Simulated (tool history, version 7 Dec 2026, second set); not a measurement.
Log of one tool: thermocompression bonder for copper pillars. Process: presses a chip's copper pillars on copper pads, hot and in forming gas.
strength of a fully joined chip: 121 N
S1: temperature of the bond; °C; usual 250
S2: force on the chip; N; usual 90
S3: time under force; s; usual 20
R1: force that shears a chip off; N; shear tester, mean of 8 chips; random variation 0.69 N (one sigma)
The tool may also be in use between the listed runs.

{"run": 1, "hour": 0.0, "S1": 250, "S2": 90, "S3": 20, "R1": 47.4}
{"run": 2, "hour": 65.1, "S1": 250, "S2": 90, "S3": 20, "R1": 46.7}
{"run": 3, "hour": 126.6, "S1": 250, "S2": 90, "S3": 20, "R1": 48.5}
{"run": 4, "hour": 177.8, "S1": 250, "S2": 90, "S3": 20, "R1": 49.0}
{"run": 5, "hour": 222.7, "S1": 250, "S2": 120, "S3": 20, "R1": 60.7}
{"run": 6, "hour": 257.0, "S1": 250, "S2": 120, "S3": 20, "R1": 62.3}
{"run": 7, "hour": 302.5, "S1": 250, "S2": 120, "S3": 20, "R1": 59.2}
{"run": 8, "hour": 360.2, "S1": 260, "S2": 90, "S3": 20, "R1": 56.1}
{"run": 9, "hour": 434.2, "S1": 231, "S2": 90, "S3": 20, "R1": 34.4}
{"run": 10, "hour": 498.1, "S1": 250, "S2": 90, "S3": 10, "R1": 36.7}
{"run": 11, "hour": 574.7, "S1": 250, "S2": 90, "S3": 20, "R1": 48.8}
{"run": 12, "hour": 609.8, "S1": 250, "S2": 90, "S3": 20, "R1": 47.7}
{"run": 13, "hour": 656.8, "S1": 265, "S2": 90, "S3": 20, "R1": 60.5}
{"run": 14, "hour": 726.6, "S1": 250, "S2": 90, "S3": 20, "R1": 48.2}
{"run": 15, "hour": 785.3, "S1": 250, "S2": 90, "S3": 20, "R1": 47.6}
{"run": 16, "hour": 823.6, "S1": 250, "S2": 90, "S3": 20, "R1": 48.6}
{"run": 17, "hour": 863.1, "S1": 250, "S2": 90, "S3": 20, "R1": 49.4}
{"run": 18, "hour": 921.6, "S1": 250, "S2": 90, "S3": 20, "R1": 47.4}
{"run": 19, "hour": 963.6, "S1": 250, "S2": 90, "S3": 20, "R1": 47.9}
{"run": 20, "hour": 1020.2, "S1": 255, "S2": 90, "S3": 20, "R1": 51.9}
{"run": 21, "hour": 1074.7, "S1": 255, "S2": 69, "S3": 55, "R1": 60.8}
{"run": 22, "hour": 1106.5, "S1": 237, "S2": 86, "S3": 45, "R1": 50.6}
{"run": 23, "hour": 1166.0, "S1": 250, "S2": 131, "S3": 26, "R1": 71.2}
{"run": 24, "hour": 1227.0, "S1": 240, "S2": 59, "S3": 11, "R1": 21.3}
{"run": 25, "hour": 1286.3, "S1": 240, "S2": 59, "S3": 11, "R1": 20.1}
{"run": 26, "hour": 1361.6, "S1": 270, "S2": 130, "S3": 17, "R1": 77.6}
{"run": 27, "hour": 1429.3, "S1": 275, "S2": 79, "S3": 36, "R1": 74.3}
{"run": 28, "hour": 1503.6, "S1": 275, "S2": 79, "S3": 36, "R1": 74.6}
{"run": 29, "hour": 1538.9, "S1": 275, "S2": 79, "S3": 36, "R1": 75.8}
{"run": 30, "hour": 1611.3, "S1": 229, "S2": 90, "S3": 30, "R1": 39.3}
{"run": 31, "hour": 1670.3, "S1": 229, "S2": 90, "S3": 30, "R1": 40.0}
{"run": 32, "hour": 1715.7, "S1": 229, "S2": 56, "S3": 13, "R1": 17.0}
{"run": 33, "hour": 1787.8, "S1": 229, "S2": 100, "S3": 45, "R1": 51.0}
{"run": 34, "hour": 1848.9, "S1": 229, "S2": 100, "S3": 45, "R1": 50.0}
{"run": 35, "hour": 1894.8, "S1": 260, "S2": 86, "S3": 57, "R1": 76.0}
{"run": 36, "hour": 1932.7, "S1": 229, "S2": 111, "S3": 51, "R1": 57.6}
{"run": 37, "hour": 2001.6, "S1": 261, "S2": 70, "S3": 22, "R1": 47.1}
{"run": 38, "hour": 2032.6, "S1": 261, "S2": 70, "S3": 22, "R1": 48.7}
{"run": 39, "hour": 2069.9, "S1": 250, "S2": 105, "S3": 25, "R1": 58.7}
{"run": 40, "hour": 2142.7, "S1": 250, "S2": 105, "S3": 25, "R1": 59.6}

Taken out of this log: 4 entries between the listed runs. Where each belongs, and how the hidden state differs across it:
Between runs 3 and 4: forming gas filter changed (hour 131.3)
  oxide that the forming gas leaves, % of the face: 0.63 -> 0.51
Between runs 17 and 18: forming gas filter changed (hour 880.8)
  oxide that the forming gas leaves, % of the face: 0.63 -> 0.51
Between runs 30 and 31: forming gas filter changed (hour 1631.5)
  oxide that the forming gas leaves, % of the face: 0.64 -> 0.51
Between runs 35 and 36: heater calibrated with a thermocouple chip (hour 1931.0)
  true temperature of the bond over the reading, C: -0.4 -> 0; oxide that the forming gas leaves, % of the face: 0.55 -> 0.56

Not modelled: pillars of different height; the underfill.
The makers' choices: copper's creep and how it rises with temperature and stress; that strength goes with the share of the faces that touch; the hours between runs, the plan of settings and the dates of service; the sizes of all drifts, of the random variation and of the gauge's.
